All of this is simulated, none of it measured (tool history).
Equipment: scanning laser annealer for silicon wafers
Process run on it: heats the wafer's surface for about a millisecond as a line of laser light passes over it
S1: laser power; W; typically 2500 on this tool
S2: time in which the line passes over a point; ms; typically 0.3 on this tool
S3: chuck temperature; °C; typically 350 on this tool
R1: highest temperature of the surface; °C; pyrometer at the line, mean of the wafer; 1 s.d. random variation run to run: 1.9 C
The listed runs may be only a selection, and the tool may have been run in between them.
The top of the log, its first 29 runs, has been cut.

Run 30, hour 634.7: usual settings but S1 2715 W, S2 0.317 ms. Result: R1 1285 °C.
Run 31, hour 660.1: usual settings but S1 2715 W, S2 0.317 ms. Result: R1 1286 °C.
Run 32, hour 688.7: usual settings but S1 2715 W, S2 0.264 ms. Result: R1 1189 °C.
Run 33, hour 706.8: usual settings but S1 2715 W, S2 0.264 ms. Result: R1 1189 °C.
Run 34, hour 720.1: usual settings but S1 2715 W, S2 0.264 ms. Result: R1 1191 °C.
Run 35, hour 735.5: usual settings but S1 2715 W, S2 0.264 ms. Result: R1 1191 °C.
Run 36, hour 763.7: usual settings but S1 2715 W, S2 0.264 ms. Result: R1 1189 °C.
Run 37, hour 781.1: usual settings but S1 2277 W, S2 0.32 ms. Result: R1 1123 °C.
Run 38, hour 802.9: usual settings but S1 2277 W, S2 0.32 ms. Result: R1 1119 °C.
Run 39, hour 820.9: usual settings but S1 2444 W, S2 0.245 ms. Result: R1 1064 °C.
Run 40, hour 838.7: usual settings but S1 2444 W, S2 0.245 ms. Result: R1 1060 °C.

Forecast each of these 4 alternatives for the next run:
Run A, hour 862: usual settings but S1 2573 W, S2 0.226 ms, S3 336 °C. Result: R1 ?.
Run B, hour 862: usual settings but S1 2585 W, S2 0.24 ms. Result: R1 ?.
Run C, hour 862: usual settings but S1 2133 W, S2 0.37 ms, S3 320 °C. Result: R1 ?.
Run D, hour 862: usual settings but S1 2166 W, S2 0.289 ms, S3 328 °C. Result: R1 ?.

run    R1
  A  1056
  B  1100
  C  1096
  D  1008
With the hidden condition removed and each run's random variation left untouched, the same runs would have given:
run    R1
  A  1057
  B  1101
  C  1097
  D  1009
